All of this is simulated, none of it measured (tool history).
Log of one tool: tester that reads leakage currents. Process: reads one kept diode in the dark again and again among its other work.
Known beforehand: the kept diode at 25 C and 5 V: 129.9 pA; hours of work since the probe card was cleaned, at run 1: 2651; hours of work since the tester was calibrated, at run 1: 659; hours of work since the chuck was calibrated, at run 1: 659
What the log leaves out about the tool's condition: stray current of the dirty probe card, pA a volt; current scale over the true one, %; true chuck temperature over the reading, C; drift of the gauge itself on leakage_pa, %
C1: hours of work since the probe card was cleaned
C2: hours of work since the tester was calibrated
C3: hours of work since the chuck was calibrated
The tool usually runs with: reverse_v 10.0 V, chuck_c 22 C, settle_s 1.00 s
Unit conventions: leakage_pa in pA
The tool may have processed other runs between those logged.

run 1 hour=0.0 | reverse_v=10.0 chuck_c=22 settle_s=1.00 | C1=2651 C2=659 C3=659 | leakage_pa=156.72
run 2 hour=94.4 | reverse_v=10.0 chuck_c=41 settle_s=1.00 | C1=2703 C2=710 C3=710 | leakage_pa=579.70
-- hour=244.7 probe card cleaned and baked
run 3 hour=313.0 | reverse_v=10.0 chuck_c=22 settle_s=1.00 | C1=37 C2=828 C3=828 | leakage_pa=155.83
run 4 hour=401.9 | reverse_v=10.0 chuck_c=22 settle_s=1.00 | C1=86 C2=877 C3=877 | leakage_pa=156.85
run 5 hour=556.9 | reverse_v=10.0 chuck_c=22 settle_s=1.00 | C1=171 C2=962 C3=962 | leakage_pa=156.80
run 6 hour=675.9 | reverse_v=10.0 chuck_c=22 settle_s=1.00 | C1=236 C2=1027 C3=1027 | leakage_pa=155.96
run 7 hour=764.0 | reverse_v=10.0 chuck_c=22 settle_s=1.00 | C1=284 C2=1075 C3=1075 | leakage_pa=156.31
run 8 hour=852.7 | reverse_v=10.0 chuck_c=22 settle_s=1.00 | C1=333 C2=1124 C3=1124 | leakage_pa=155.98
run 9 hour=979.1 | reverse_v=10.0 chuck_c=22 settle_s=1.00 | C1=402 C2=1193 C3=1193 | leakage_pa=156.31
run 10 hour=1191.9 | reverse_v=10.0 chuck_c=22 settle_s=1.00 | C1=518 C2=1310 C3=1310 | leakage_pa=155.78
run 11 hour=1288.4 | reverse_v=13.5 chuck_c=22 settle_s=1.00 | C1=571 C2=1362 C3=1362 | leakage_pa=185.26
run 12 hour=1433.7 | reverse_v=2.8 chuck_c=22 settle_s=1.00 | C1=651 C2=1442 C3=1442 | leakage_pa=76.57
run 13 hour=1606.6 | reverse_v=2.8 chuck_c=22 settle_s=1.00 | C1=745 C2=1537 C3=1537 | leakage_pa=76.87
run 14 hour=1771.2 | reverse_v=2.8 chuck_c=22 settle_s=1.00 | C1=836 C2=1627 C3=1627 | leakage_pa=77.23
run 15 hour=1957.6 | reverse_v=10.0 chuck_c=22 settle_s=1.00 | C1=938 C2=1729 C3=1729 | leakage_pa=155.49
run 16 hour=2103.5 | reverse_v=10.0 chuck_c=22 settle_s=1.00 | C1=1017 C2=1808 C3=1808 | leakage_pa=156.41
run 17 hour=2306.6 | reverse_v=10.0 chuck_c=22 settle_s=1.00 | C1=1129 C2=1920 C3=1920 | leakage_pa=156.12
run 18 hour=2479.7 | reverse_v=10.0 chuck_c=20 settle_s=1.00 | C1=1223 C2=2014 C3=2014 | leakage_pa=135.11
run 19 hour=2626.1 | reverse_v=10.0 chuck_c=20 settle_s=1.00 | C1=1303 C2=2095 C3=2095 | leakage_pa=134.87
run 20 hour=2733.0 | reverse_v=10.0 chuck_c=22 settle_s=1.00 | C1=1362 C2=2153 C3=2153 | leakage_pa=156.06
-- hour=2928.6 tester calibrated
run 21 hour=2928.7 | reverse_v=12.9 chuck_c=22 settle_s=3.09 | C1=1468 C2=0 C3=2259 | leakage_pa=177.10
-- hour=3061.1 chuck's temperature calibrated
run 22 hour=3081.2 | reverse_v=12.9 chuck_c=22 settle_s=3.09 | C1=1550 C2=82 C3=11 | leakage_pa=176.67
run 23 hour=3192.9 | reverse_v=1.5 chuck_c=31 settle_s=0.38 | C1=1611 C2=144 C3=72 | leakage_pa=104.27
run 24 hour=3377.7 | reverse_v=2.3 chuck_c=55 settle_s=1.00 | C1=1713 C2=245 C3=173 | leakage_pa=615.65
run 25 hour=3493.9 | reverse_v=2.3 chuck_c=55 settle_s=1.00 | C1=1776 C2=308 C3=237 | leakage_pa=616.53
run 26 hour=3655.1 | reverse_v=5.1 chuck_c=51 settle_s=0.71 | C1=1864 C2=397 C3=325 | leakage_pa=750.07
run 27 hour=3752.4 | reverse_v=5.1 chuck_c=51 settle_s=0.71 | C1=1918 C2=450 C3=378 | leakage_pa=751.18
run 28 hour=3920.3 | reverse_v=2.2 chuck_c=39 settle_s=1.31 | C1=2010 C2=542 C3=470 | leakage_pa=219.01
run 29 hour=4020.6 | reverse_v=2.2 chuck_c=39 settle_s=7.83 | C1=2064 C2=597 C3=525 | leakage_pa=220.11
run 30 hour=4142.3 | reverse_v=4.6 chuck_c=58 settle_s=1.42 | C1=2131 C2=663 C3=592 | leakage_pa=1078.99
run 31 hour=4356.2 | reverse_v=10.0 chuck_c=54 settle_s=6.40 | C1=2248 C2=780 C3=709 | leakage_pa=1304.26
run 32 hour=4556.2 | reverse_v=2.7 chuck_c=21 settle_s=1.00 | C1=2358 C2=890 C3=818 | leakage_pa=69.98
run 33 hour=4721.0 | reverse_v=10.0 chuck_c=23 settle_s=1.00 | C1=2448 C2=980 C3=908 | leakage_pa=168.70
run 34 hour=4932.3 | reverse_v=10.0 chuck_c=48 settle_s=2.32 | C1=2563 C2=1096 C3=1024 | leakage_pa=898.47
run 35 hour=5139.0 | reverse_v=10.0 chuck_c=48 settle_s=1.01 | C1=2677 C2=1209 C3=1137 | leakage_pa=898.28
run 36 hour=5305.5 | reverse_v=1.6 chuck_c=22 settle_s=1.00 | C1=2768 C2=1300 C3=1228 | leakage_pa=56.55
-- hour=5340.4 probe card cleaned and baked
run 37 hour=5457.7 | reverse_v=10.0 chuck_c=48 settle_s=0.42 | C1=64 C2=1382 C3=1310 | leakage_pa=906.04
run 38 hour=5626.1 | reverse_v=10.0 chuck_c=48 settle_s=0.42 | C1=156 C2=1474 C3=1402 | leakage_pa=904.35
run 39 hour=5759.8 | reverse_v=9.3 chuck_c=45 settle_s=1.00 | C1=230 C2=1547 C3=1475 | leakage_pa=717.00

4 ways to go on from here, each from the tool as it stands after run 39. What would each give?
run A hour=5966.8 | reverse_v=6.3 chuck_c=44 settle_s=1.43 | C1=343 C2=1660 C3=1589 | leakage_pa=?
run B hour=5966.8 | reverse_v=9.3 chuck_c=37 settle_s=1.00 | C1=343 C2=1660 C3=1589 | leakage_pa=?
run C hour=5966.8 | reverse_v=9.2 chuck_c=45 settle_s=0.33 | C1=343 C2=1660 C3=1589 | leakage_pa=?
run D hour=5966.8 | reverse_v=9.3 chuck_c=54 settle_s=1.00 | C1=343 C2=1660 C3=1589 | leakage_pa=?

run=A leakage_pa=547.80
run=B leakage_pa=425.01
run=C leakage_pa=718.13
run=D leakage_pa=1249.00
Without the tool's hidden state the same runs would have given:
run=A leakage_pa=547.43
run=B leakage_pa=424.69
run=C leakage_pa=717.65
run=D leakage_pa=1248.22
